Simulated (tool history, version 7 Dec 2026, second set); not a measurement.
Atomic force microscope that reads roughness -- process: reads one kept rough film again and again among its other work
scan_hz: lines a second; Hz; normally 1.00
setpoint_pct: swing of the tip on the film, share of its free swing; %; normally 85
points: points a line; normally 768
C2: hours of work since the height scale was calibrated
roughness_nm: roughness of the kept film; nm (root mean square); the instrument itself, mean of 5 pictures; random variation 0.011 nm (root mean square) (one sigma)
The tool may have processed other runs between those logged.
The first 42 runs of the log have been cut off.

run 43 hour=1867.7 | scan_hz=0.58 setpoint_pct=85 points=768 | pictures_with_this_tip=48 C2=2294 | roughness_nm=2.370
run 44 hour=1898.6 | scan_hz=0.58 setpoint_pct=78 points=498 | pictures_with_this_tip=95 C2=2313 | roughness_nm=2.334
-- hour=1908.6 new tip fitted
-- hour=1939.4 height scale calibrated on a step standard
run 45 hour=1940.5 | scan_hz=1.00 setpoint_pct=66 points=768 | pictures_with_this_tip=46 C2=1 | roughness_nm=2.497
-- hour=1981.6 new tip fitted
run 46 hour=1989.3 | scan_hz=1.00 setpoint_pct=79 points=768 | pictures_with_this_tip=12 C2=30 | roughness_nm=2.479
run 47 hour=2029.4 | scan_hz=1.00 setpoint_pct=79 points=768 | pictures_with_this_tip=72 C2=55 | roughness_nm=2.350
-- hour=2052.7 new tip fitted
run 48 hour=2064.4 | scan_hz=3.99 setpoint_pct=85 points=633 | pictures_with_this_tip=18 C2=76 | roughness_nm=1.842
run 49 hour=2090.0 | scan_hz=0.67 setpoint_pct=73 points=282 | pictures_with_this_tip=57 C2=92 | roughness_nm=2.462
-- hour=2122.3 new tip fitted
run 50 hour=2122.3 | scan_hz=1.53 setpoint_pct=56 points=483 | pictures_with_this_tip=0 C2=111 | roughness_nm=2.623
run 51 hour=2179.0 | scan_hz=0.60 setpoint_pct=73 points=369 | pictures_with_this_tip=86 C2=146 | roughness_nm=2.406

3 ways to go on from here, each from the tool as it stands after run 51. What would each give?
-- hour=2194.0 new tip fitted
run A hour=2223.6 | scan_hz=1.27 setpoint_pct=85 points=591 | pictures_with_this_tip=45 C2=173 | roughness_nm=?
-- hour=2194.0 new tip fitted
run B hour=2223.6 | scan_hz=0.68 setpoint_pct=58 points=281 | pictures_with_this_tip=45 C2=173 | roughness_nm=?
-- hour=2194.0 new tip fitted
run C hour=2223.6 | scan_hz=1.73 setpoint_pct=83 points=677 | pictures_with_this_tip=45 C2=173 | roughness_nm=?

run=A roughness_nm=2.269
run=B roughness_nm=2.547
run=C roughness_nm=2.199
With the hidden condition removed and each run's random variation left untouched, the same runs would have given:
run=A roughness_nm=2.359
run=B roughness_nm=2.648
run=C roughness_nm=2.287

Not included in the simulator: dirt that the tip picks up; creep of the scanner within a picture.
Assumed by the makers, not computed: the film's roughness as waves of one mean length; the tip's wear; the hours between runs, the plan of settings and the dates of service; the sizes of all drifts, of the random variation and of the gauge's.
